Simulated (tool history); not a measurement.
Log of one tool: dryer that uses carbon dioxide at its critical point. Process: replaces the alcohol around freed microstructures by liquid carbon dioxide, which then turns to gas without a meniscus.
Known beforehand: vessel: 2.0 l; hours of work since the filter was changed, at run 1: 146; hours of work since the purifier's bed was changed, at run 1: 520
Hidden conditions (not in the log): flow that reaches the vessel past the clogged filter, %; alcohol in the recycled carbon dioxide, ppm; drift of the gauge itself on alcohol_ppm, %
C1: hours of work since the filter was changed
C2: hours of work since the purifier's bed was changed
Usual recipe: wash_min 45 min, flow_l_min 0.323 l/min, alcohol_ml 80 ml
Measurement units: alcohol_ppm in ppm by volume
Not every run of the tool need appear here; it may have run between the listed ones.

Run 1, hour 0.0: usual settings; C1 146; C2 520. Result: alcohol_ppm 196 ppm by volume.
Run 2, hour 17.8: usual settings; C1 152; C2 526. Result: alcohol_ppm 178 ppm by volume.
Run 3, hour 47.4: usual settings; C1 162; C2 537. Result: alcohol_ppm 185 ppm by volume.
Run 4, hour 83.7: usual settings but alcohol_ml 49 ml; C1 175; C2 550. Result: alcohol_ppm 180 ppm by volume.
Run 5, hour 116.4: usual settings but alcohol_ml 74 ml; C1 187; C2 561. Result: alcohol_ppm 190 ppm by volume.
Run 6, hour 148.0: usual settings but wash_min 42 min, alcohol_ml 74 ml; C1 198; C2 572. Result: alcohol_ppm 229 ppm by volume.
Run 7, hour 170.6: usual settings but wash_min 42 min, alcohol_ml 74 ml; C1 206; C2 581. Result: alcohol_ppm 233 ppm by volume.
Run 8, hour 208.0: usual settings but wash_min 42 min, alcohol_ml 25 ml; C1 220; C2 594. Result: alcohol_ppm 190 ppm by volume.
Run 9, hour 238.4: usual settings but wash_min 42 min, alcohol_ml 25 ml; C1 231; C2 605. Result: alcohol_ppm 186 ppm by volume.
Run 10, hour 256.2: usual settings but wash_min 49 min; C1 237; C2 611. Result: alcohol_ppm 197 ppm by volume.
Run 11, hour 283.3: usual settings but wash_min 49 min; C1 247; C2 621. Result: alcohol_ppm 196 ppm by volume.
Run 12, hour 299.3: usual settings but wash_min 64 min, flow_l_min 0.442 l/min, alcohol_ml 53 ml; C1 252; C2 626. Result: alcohol_ppm 164 ppm by volume.
Run 13, hour 328.3: usual settings but wash_min 64 min, flow_l_min 0.442 l/min, alcohol_ml 53 ml; C1 263; C2 637. Result: alcohol_ppm 180 ppm by volume.
Run 14, hour 361.7: usual settings but wash_min 64 min, flow_l_min 0.511 l/min, alcohol_ml 108 ml; C1 274; C2 649. Result: alcohol_ppm 173 ppm by volume.
Run 15, hour 385.1: usual settings but wash_min 29 min, flow_l_min 0.499 l/min, alcohol_ml 108 ml; C1 283; C2 657. Result: alcohol_ppm 258 ppm by volume.
Run 16, hour 406.2: usual settings but wash_min 29 min, flow_l_min 0.499 l/min, alcohol_ml 108 ml; C1 290; C2 664. Result: alcohol_ppm 257 ppm by volume.
Run 17, hour 431.8: usual settings but wash_min 63 min, flow_l_min 0.209 l/min, alcohol_ml 78 ml; C1 299; C2 674. Result: alcohol_ppm 305 ppm by volume.
Run 18, hour 450.0: usual settings but wash_min 63 min, flow_l_min 0.209 l/min, alcohol_ml 78 ml; C1 306; C2 680. Result: alcohol_ppm 300 ppm by volume.
Run 19, hour 476.7: usual settings but wash_min 63 min, flow_l_min 0.209 l/min, alcohol_ml 78 ml; C1 316; C2 690. Result: alcohol_ppm 328 ppm by volume.

The same runs without the tool's hidden state, with the same run-to-run variation:
run  alcohol_ppm
  1           45
  2           26
  3           29
  4           25
  5           30
  6           54
  7           57
  8           24
  9           19
 10           23
 11           22
 12            3
 13           11
 14            3
 15           48
 16           44
 17           73
 18           65
 19           82
